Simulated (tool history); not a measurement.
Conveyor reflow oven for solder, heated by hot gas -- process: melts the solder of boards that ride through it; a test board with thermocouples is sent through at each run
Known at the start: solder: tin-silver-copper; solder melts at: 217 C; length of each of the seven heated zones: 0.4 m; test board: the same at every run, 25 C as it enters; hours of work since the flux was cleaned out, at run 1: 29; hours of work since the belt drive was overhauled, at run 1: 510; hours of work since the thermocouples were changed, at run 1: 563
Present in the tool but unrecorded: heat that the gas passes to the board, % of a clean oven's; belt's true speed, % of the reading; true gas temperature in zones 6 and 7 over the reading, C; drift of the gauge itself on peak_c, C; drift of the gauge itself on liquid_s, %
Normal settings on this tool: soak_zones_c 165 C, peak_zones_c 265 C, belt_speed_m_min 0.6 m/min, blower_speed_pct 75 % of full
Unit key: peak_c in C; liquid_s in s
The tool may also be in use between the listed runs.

run,day,soak_zones_c,peak_zones_c,belt_speed_m_min,blower_speed_pct,hours of work since the flux was cleaned out,hours of work since the belt drive was overhauled,hours of work since the thermocouples were changed,peak_c,liquid_s
1,0,165,265,0.6,75,29,510,563,248.5,54.9
2,1.154,165,265,0.6,75,40,521,574,248.8,54.7
3,2.275,165,265,0.6,75,51,532,585,247.9,54.9
4,3.35,165,265,0.6,75,61,542,596,248.8,54.6
5,4.604,165,265,0.6,75,73,555,608,247.6,54.7
6,5.354,158,265,0.6,75,81,562,615,247.3,51.5
7,6.129,158,265,0.6,75,88,569,623,246.6,51.2
8,7.083,158,265,0.6,75,98,579,632,246.8,50.9
9,8.296,158,265,0.6,66,109,591,644,243.1,46.8
10,8.983,158,265,0.6,66,116,597,651,243.6,47.1
11,9.629,165,265,0.616,75,122,604,657,246.1,51.3
12,10.925,165,265,0.616,75,135,616,669,246.2,51.6
13,11.704,165,265,0.6,63,142,624,677,244.3,49.3
14,12.654,165,265,0.6,75,152,633,686,247.2,53.4
15,13.438,165,265,0.561,75,159,641,694,249.2,60.3
# day 14.488: flux residue cleaned out of gas plates and filters
16,14.671,165,265,0.705,72,2,651,704,240.4,37.1
17,15.221,165,264,0.595,53,7,656,709,238.6,42.1
18,15.825,155,265,0.6,67,13,662,715,242.5,44.2
19,16.592,165,269,0.6,75,20,669,723,250.4,55.7
20,17.717,165,269,0.6,75,31,680,734,249.5,55.6
21,18.517,165,269,0.6,75,39,688,741,249.8,55.3
22,19.371,165,269,0.516,75,48,696,750,253.8,70.3
# day 19.992: flux residue cleaned out of gas plates and filters, once more
23,20.942,153,254,0.516,82,9,710,763,242,56.8
24,21.592,173,254,0.516,82,16,716,769,243.8,66.5
25,22.512,173,254,0.516,82,25,725,778,244,66.5
26,23.762,154,265,0.6,89,37,737,790,248.7,54.1
27,25.129,165,265,0.542,75,50,750,804,250.1,64
28,26.321,167,275,0.519,85,62,762,815,263.2,77.5
29,27.092,154,275,0.692,85,69,770,823,251.7,47.2
30,27.667,154,275,0.692,85,75,775,828,252,46.8

Consider 4 possible next runs. They are alternatives, not a sequence: every one starts from the tool as it was left by run 30. What does each give?
A,28.579,157,274,0.692,85,84,784,837,?,?
B,28.579,165,261,0.617,75,84,784,837,?,?
C,28.579,169,275,0.486,53,84,784,837,?,?
D,28.579,160,261,0.692,74,84,784,837,?,?

run,peak_c,liquid_s
A,251.7,47.3
B,243.2,48.2
C,256.6,77.5
D,237.3,35.8
The same runs, with their run-to-run variation unchanged, on a tool lacking any hidden condition would have given:
run,peak_c,liquid_s
A,254.5,48.3
B,245.7,49.7
C,258.9,77.9
D,239.9,37.8

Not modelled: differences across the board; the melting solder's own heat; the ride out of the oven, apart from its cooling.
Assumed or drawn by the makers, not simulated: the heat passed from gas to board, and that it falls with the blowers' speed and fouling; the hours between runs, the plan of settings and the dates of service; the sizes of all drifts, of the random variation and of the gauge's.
